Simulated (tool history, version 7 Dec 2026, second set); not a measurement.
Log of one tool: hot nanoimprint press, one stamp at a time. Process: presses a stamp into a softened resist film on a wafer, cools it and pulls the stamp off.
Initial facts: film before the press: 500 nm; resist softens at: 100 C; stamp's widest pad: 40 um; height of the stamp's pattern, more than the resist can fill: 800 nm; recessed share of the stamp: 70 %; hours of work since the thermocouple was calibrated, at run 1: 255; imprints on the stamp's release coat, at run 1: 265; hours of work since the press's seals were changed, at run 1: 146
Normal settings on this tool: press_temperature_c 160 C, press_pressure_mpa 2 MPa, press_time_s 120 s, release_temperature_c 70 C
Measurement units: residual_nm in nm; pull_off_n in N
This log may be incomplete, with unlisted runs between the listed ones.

| run | day | press_temperature_c | press_pressure_mpa | press_time_s | release_temperature_c | hours of work since the thermocouple was calibrated | imprints on the stamp's release coat | hours of work since the press's seals were changed | residual_nm | pull_off_n |
|---|---|---|---|---|---|---|---|---|---|---|
| 1 | 0 | 160 | 2 | 120 | 70 | 255 | 265 | 146 | 251.2 | 131 |
| 2 | 0.342 | 160 | 2 | 120 | 70 | 261 | 299 | 152 | 251.1 | 131 |
| 3 | 0.667 | 160 | 2 | 120 | 70 | 267 | 330 | 158 | 250.1 | 131 |
| 4 | 1.329 | 160 | 2 | 120 | 70 | 278 | 394 | 169 | 250.7 | 132 |
| 5 | 1.742 | 160 | 1.36 | 120 | 70 | 285 | 434 | 176 | 295.4 | 128 |
|  | 2.225 | plate thermocouple calibrated |
| 6 | 2.383 | 160 | 2 | 120 | 66 | 3 | 484 | 185 | 251.7 | 142 |
| 7 | 2.717 | 160 | 2 | 81 | 70 | 8 | 517 | 191 | 287.1 | 136 |
| 8 | 3.358 | 160 | 2 | 153 | 70 | 19 | 579 | 202 | 232.5 | 129 |
| 9 | 3.862 | 165 | 2 | 153 | 70 | 28 | 628 | 210 | 184.3 | 130 |
| 10 | 4.275 | 170 | 2 | 115 | 70 | 35 | 668 | 217 | 165.7 | 130 |
| 11 | 4.754 | 170 | 2 | 115 | 70 | 43 | 714 | 226 | 165.5 | 131 |
| 12 | 5.05 | 160 | 1.86 | 120 | 70 | 49 | 743 | 231 | 261.2 | 128 |

Measured minus without-hidden-state, run by run (identical run-to-run variation in each term; gauge scatter may differ):
Hidden state present: true temperature over the reading, C; pressure that arrives at the usual setting, %; grip of the stamp's worn release coat, % over a new coat's; drift of the gauge itself on residual_nm, %; drift of the gauge itself on pull_off_n, %.
| run | residual_nm |
|---|---|
| 1 | +0.2 |
| 2 | +0.3 |
| 3 | +0.5 |
| 4 | +0.7 |
| 5 | +1 |
| 6 | +0.9 |
| 7 | +1.2 |
| 8 | +1.2 |
| 9 | +1.1 |
| 10 | +1.1 |
| 11 | +1.2 |
| 12 | +2 |
For pull_off_n, the value without the hidden state is never more than 1 N from the measured value.

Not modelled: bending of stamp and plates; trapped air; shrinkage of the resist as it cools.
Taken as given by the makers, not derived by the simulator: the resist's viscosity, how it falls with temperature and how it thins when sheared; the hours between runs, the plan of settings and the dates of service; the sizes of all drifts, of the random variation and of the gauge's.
